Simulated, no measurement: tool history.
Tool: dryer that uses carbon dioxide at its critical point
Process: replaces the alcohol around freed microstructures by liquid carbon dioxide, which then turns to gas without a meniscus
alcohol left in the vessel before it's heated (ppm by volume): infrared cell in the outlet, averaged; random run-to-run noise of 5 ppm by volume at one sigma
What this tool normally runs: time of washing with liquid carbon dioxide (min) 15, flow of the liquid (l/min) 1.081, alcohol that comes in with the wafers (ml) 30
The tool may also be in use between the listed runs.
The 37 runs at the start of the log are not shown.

run    hour  time of washing with liquid carbon dioxide (min)  flow of the liquid (l/min)  alcohol that comes in with the wafers (ml)  alcohol left in the vessel before it's heated (ppm by volume)
 38  1806.2                                                12                       1.010                                          32                                                            272
 39  1851.8                                                12                       1.010                                          32                                                            299
 40  1917.2                                                12                       0.760                                          24                                                            566
 41  1977.8                                                13                       0.810                                          30                                                            489
 42  2043.8                                                13                       1.081                                          30                                                            225
 43  2079.3                                                13                       1.081                                          30                                                            216
 44  2133.2                                                13                       1.081                                          30                                                            237
 45  2173.9                                                13                       1.081                                          30                                                            256
 46  2214.6                                                15                       1.150                                          99                                                            286
 47  2264.6                                                15                       1.150                                          99                                                            292

4 options for the next run, each taken on its own from the tool as it stands now. Forecast them:
  A  2295.2                                                15                       1.081                                          38                                                              ?
  B  2295.2                                                21                       0.790                                          99                                                              ?
  C  2295.2                                                10                       1.150                                          99                                                              ?
  D  2295.2                                                19                       1.150                                          99                                                              ?

run  alcohol left in the vessel before it's heated (ppm by volume)
  A                                                            223
  B                                                            345
  C                                                           1395
  D                                                            161
The same runs, with their run-to-run variation unchanged, on a tool lacking any hidden condition would have given:
run  alcohol left in the vessel before it's heated (ppm by volume)
  A                                                             63
  B                                                            118
  C                                                            790
  D                                                             29

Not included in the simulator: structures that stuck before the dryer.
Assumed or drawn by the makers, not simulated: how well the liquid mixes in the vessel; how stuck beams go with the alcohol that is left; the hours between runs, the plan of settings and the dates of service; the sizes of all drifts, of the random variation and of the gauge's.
